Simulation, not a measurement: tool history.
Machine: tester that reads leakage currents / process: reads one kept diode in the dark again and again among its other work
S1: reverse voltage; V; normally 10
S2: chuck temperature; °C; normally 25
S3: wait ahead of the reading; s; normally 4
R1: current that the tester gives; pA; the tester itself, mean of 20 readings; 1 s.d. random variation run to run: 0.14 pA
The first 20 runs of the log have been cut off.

{"run": 21, "hour": 552.9, "S1": 10, "S2": 25, "S3": 4.54, "R1": 48.97}
{"run": 22, "hour": 584.3, "S1": 10, "S2": 25, "S3": 4.54, "R1": 49.16}
{"run": 23, "hour": 614.2, "S1": 18.1, "S2": 25, "S3": 4, "R1": 60.67}
{"hour": 620.2, "done": "probe card cleaned and baked"}
{"run": 24, "hour": 646.8, "S1": 17.1, "S2": 39, "S3": 0.54, "R1": 172.8}
{"run": 25, "hour": 664.8, "S1": 17.1, "S2": 39, "S3": 0.54, "R1": 172.38}
{"run": 26, "hour": 688.2, "S1": 17.1, "S2": 39, "S3": 0.54, "R1": 173.25}
{"run": 27, "hour": 705.5, "S1": 2.6, "S2": 52, "S3": 0.58, "R1": 237.68}
{"run": 28, "hour": 732.4, "S1": 2.6, "S2": 31, "S3": 0.58, "R1": 52.74}
{"run": 29, "hour": 750.0, "S1": 10, "S2": 25, "S3": 3.45, "R1": 51.07}
{"run": 30, "hour": 771.8, "S1": 10, "S2": 25, "S3": 3.45, "R1": 51.71}
{"hour": 790.4, "done": "probe card cleaned and baked, once more"}
{"run": 31, "hour": 792.0, "S1": 1.1, "S2": 23, "S3": 0.92, "R1": 20.89}
{"run": 32, "hour": 822.1, "S1": 10, "S2": 46, "S3": 4, "R1": 235.52}
{"run": 33, "hour": 848.6, "S1": 4, "S2": 54, "S3": 1.55, "R1": 312.64}
{"run": 34, "hour": 875.0, "S1": 10, "S2": 21, "S3": 4, "R1": 35.13}
{"run": 35, "hour": 896.0, "S1": 10, "S2": 21, "S3": 4, "R1": 35.16}
{"run": 36, "hour": 929.6, "S1": 2.1, "S2": 21, "S3": 2.58, "R1": 21.94}
{"run": 37, "hour": 950.8, "S1": 2.1, "S2": 21, "S3": 2.58, "R1": 21.95}
{"run": 38, "hour": 984.9, "S1": 2.1, "S2": 21, "S3": 2.58, "R1": 22.06}
{"run": 39, "hour": 1021.2, "S1": 2.1, "S2": 21, "S3": 2.58, "R1": 22.19}

Here are 3 independent what-if runs from the current tool condition. What would each one return?
{"run": "A", "hour": 1038.5, "S1": 3.7, "S2": 32, "S3": 8.12, "R1": "?"}
{"run": "B", "hour": 1038.5, "S1": 10, "S2": 25, "S3": 3.12, "R1": "?"}
{"run": "C", "hour": 1038.5, "S1": 2.1, "S2": 52, "S3": 2.58, "R1": "?"}

run=A R1=63.38
run=B R1=49.58
run=C R1=229.22
Without the tool's hidden state the same runs would have given:
run=A R1=57.31
run=B R1=44.38
run=C R1=210.31
